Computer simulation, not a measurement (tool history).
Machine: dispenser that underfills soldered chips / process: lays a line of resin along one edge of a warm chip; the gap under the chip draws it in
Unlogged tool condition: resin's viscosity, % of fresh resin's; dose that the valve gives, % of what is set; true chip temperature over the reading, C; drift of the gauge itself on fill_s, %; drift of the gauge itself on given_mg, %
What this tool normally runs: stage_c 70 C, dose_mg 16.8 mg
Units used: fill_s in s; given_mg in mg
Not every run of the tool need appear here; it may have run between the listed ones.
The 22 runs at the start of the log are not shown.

run    day  stage_c  dose_mg  hours of work since the syringe was changed  hours of work since the valve was cleaned  hours of work since the stage was calibrated  fill_s  given_mg
     4.717  -- new syringe of resin
 23  4.758       77     19.5                                            1                                         37                                           281    51.3     19.35
 24  5.000       67     20.0                                            5                                         41                                           286    94.6     19.90
 25  5.183       69     19.6                                            9                                         45                                           289   112.5     19.44
     5.212  -- new syringe of resin
 26  5.342       70     19.7                                            2                                         47                                           292    70.5     19.33
 27  5.492       70     19.7                                            5                                         50                                           295    83.8     19.48
     5.704  -- new syringe of resin
 28  5.742       58     20.9                                            1                                         55                                           299    91.7     20.54
 29  6.021       57     20.8                                            6                                         60                                           304   132.1     20.53
 30  6.171       68     16.8                                            9                                         62                                           307   115.0     16.47
     6.204  -- new syringe of resin
 31  6.338       70     16.5                                            2                                         65                                           310    73.6     16.16
 32  6.504       85     16.8                                            6                                         68                                           313    57.9     16.55
     6.696  -- new syringe of resin
 33  6.733       85     16.8                                            1                                         72                                           317    41.1     16.51
 34  6.996       81     18.3                                            5                                         77                                           322    63.4     17.94
 35  7.154       83     19.0                                            8                                         80                                           324    70.9     18.56
     7.183  -- new syringe of resin
 36  7.400       82     14.6                                            4                                         84                                           329    59.4     14.26

Run 37 is up next; what results do you expect?
     7.683  -- new syringe of resin
 37  7.692       82     14.6                                            0                                         89                                           334       ?         ?

{"run 37": {"fill_s": 47.1, "given_mg": 14.27}}
Without the tool's hidden state the same run would have given fill_s 43.8 s, given_mg 14.63 mg.
